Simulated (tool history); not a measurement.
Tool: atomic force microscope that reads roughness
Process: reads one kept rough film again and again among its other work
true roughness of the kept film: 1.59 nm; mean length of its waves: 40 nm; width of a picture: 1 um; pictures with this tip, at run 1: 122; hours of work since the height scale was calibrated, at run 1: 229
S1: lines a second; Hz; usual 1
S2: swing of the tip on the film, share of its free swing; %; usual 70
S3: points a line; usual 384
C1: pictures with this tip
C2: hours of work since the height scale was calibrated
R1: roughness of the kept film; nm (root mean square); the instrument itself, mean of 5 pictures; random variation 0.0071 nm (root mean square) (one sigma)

Run 1, hour 0: usual settings; C1 122; C2 229. Result: R1 1.407 nm (root mean square).
Run 2, hour 22.4: usual settings; C1 148; C2 240. Result: R1 1.405 nm (root mean square).
Run 3, hour 53.7: usual settings; C1 184; C2 255. Result: R1 1.392 nm (root mean square).
Run 4, hour 86.6: usual settings; C1 223; C2 272. Result: R1 1.371 nm (root mean square).
Run 5, hour 115.2: usual settings; C1 256; C2 285. Result: R1 1.367 nm (root mean square).
Run 6, hour 131.7: usual settings but S2 80 %; C1 275; C2 294. Result: R1 1.332 nm (root mean square).
Run 7, hour 148.8: usual settings but S2 80 %; C1 295; C2 302. Result: R1 1.32 nm (root mean square).
At hour 151.6: height scale calibrated on a step standard.
Run 8, hour 188.3: usual settings but S1 1.43 Hz, S2 83 %, S3 593; C1 339; C2 18. Result: R1 1.259 nm (root mean square).
At hour 191.6: new tip fitted.
Run 9, hour 222.2: usual settings but S2 61 %, S3 280; C1 36; C2 34. Result: R1 1.469 nm (root mean square).
Run 10, hour 244.1: usual settings but S2 71 %, S3 348; C1 61; C2 45. Result: R1 1.429 nm (root mean square).
Run 11, hour 281.1: usual settings but S2 71 %, S3 348; C1 104; C2 63. Result: R1 1.411 nm (root mean square).

The next listed run, before its measurement:
At hour 305.2: height scale calibrated on a step standard, once more.
Run 12, hour 310.9: usual settings but S1 1.38 Hz, S2 87 %, S3 438; C1 137; C2 3. Result: R1 ?.

Run 12 gave R1 1.324 nm (root mean square).
Without the tool's hidden state the same run would have given R1 1.381 nm (root mean square).

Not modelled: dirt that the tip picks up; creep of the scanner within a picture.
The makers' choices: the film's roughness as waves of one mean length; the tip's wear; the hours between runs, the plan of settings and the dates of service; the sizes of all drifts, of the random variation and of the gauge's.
